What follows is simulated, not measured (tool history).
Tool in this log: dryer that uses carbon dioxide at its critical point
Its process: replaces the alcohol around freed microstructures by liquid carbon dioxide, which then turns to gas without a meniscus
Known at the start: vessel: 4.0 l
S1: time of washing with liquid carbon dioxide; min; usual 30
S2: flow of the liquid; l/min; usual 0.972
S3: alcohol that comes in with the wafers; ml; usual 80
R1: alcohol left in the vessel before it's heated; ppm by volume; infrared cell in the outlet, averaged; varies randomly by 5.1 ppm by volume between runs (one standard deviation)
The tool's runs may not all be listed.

run     day  S1     S2   S3   R1
  1       0  30  0.972   80  283
  2   1.158  30  0.972   80  284
  3   2.804  30  0.972   80  293
  4   4.708  30  0.972   80  315
  5   6.671  30  1.494   80  248
  6   8.083  30  1.494  118  276
  7   9.742  30  1.494  118  281
  8  10.896  30  0.972   24  305
  9  12.929  30  0.972   24  312
 10  14.796  21  0.972   80  741
     15.996  -- inlet filter changed
 11  16.092  30  0.972   80  340
 12  17.067  33  0.972   80  333
     17.321  -- purifier's bed changed
 13  18.125  30  0.972   80   71
 14  19.462  30  0.972   80   78
 15  20.371  30  0.934   80   94
 16  21.725  30  0.934   80  107
 17  23.308  30  0.972   43   70
 18  25.408  30  0.972   43   78
 19  27.167  30  0.972   43   98
 20  28.583  30  0.972   43  116
 21   29.75  30  0.972   43  113
 22  30.704  30  0.972   43  114
 23  31.871  30  0.972   80  169
     32.621  -- inlet filter changed
 24  33.892  30  0.972   80  129
 25  35.846  43  0.972   69   93
 26  37.783  43  0.972   69  105
 27  39.838  43  0.969  100  117
 28   41.75  43  0.591   21  167
 29  43.512  38  0.591   21  184
 30  45.317  38  0.591   21  212
 31  47.375  23  1.369   36  184
     49.204  -- inlet filter changed
 32  49.396  30  1.166   25  161
 33  50.833  30  1.166   25  169
 34      52  27  0.972   30  207
 35  53.738  19  1.125   24  262
 36  55.254  27  0.664   49  539
 37  57.096  31  0.664   89  589
 38  59.038  43  0.972   46  210
 39    60.3  43  0.972   71  211
 40  62.088  30  0.761   38  332
 41  64.138  30  0.761   38  366
     65.821  -- inlet filter changed
 42  66.104  20  1.005   44  417
 43  67.304  26  1.427   82  261
 44  68.288  35  1.427   55  245
 45  70.158  35  1.427   55  254
 46  71.617  35  1.427   55  260
 47  72.683  22  0.777   80  943
 48  74.412  22  0.777   80  998

Predict each of these 3 candidate next runs independently; none follows another, all start after run 48:
  A  75.996  43  0.685  44   ?
  B  75.996  22  0.777  85   ?
  C  75.996  32  0.976  46   ?

run    R1
  A   307
  B  1080
  C   316
Had the tool no hidden state, the same runs would have come out as:
run   R1
  A   27
  B  624
  C   21
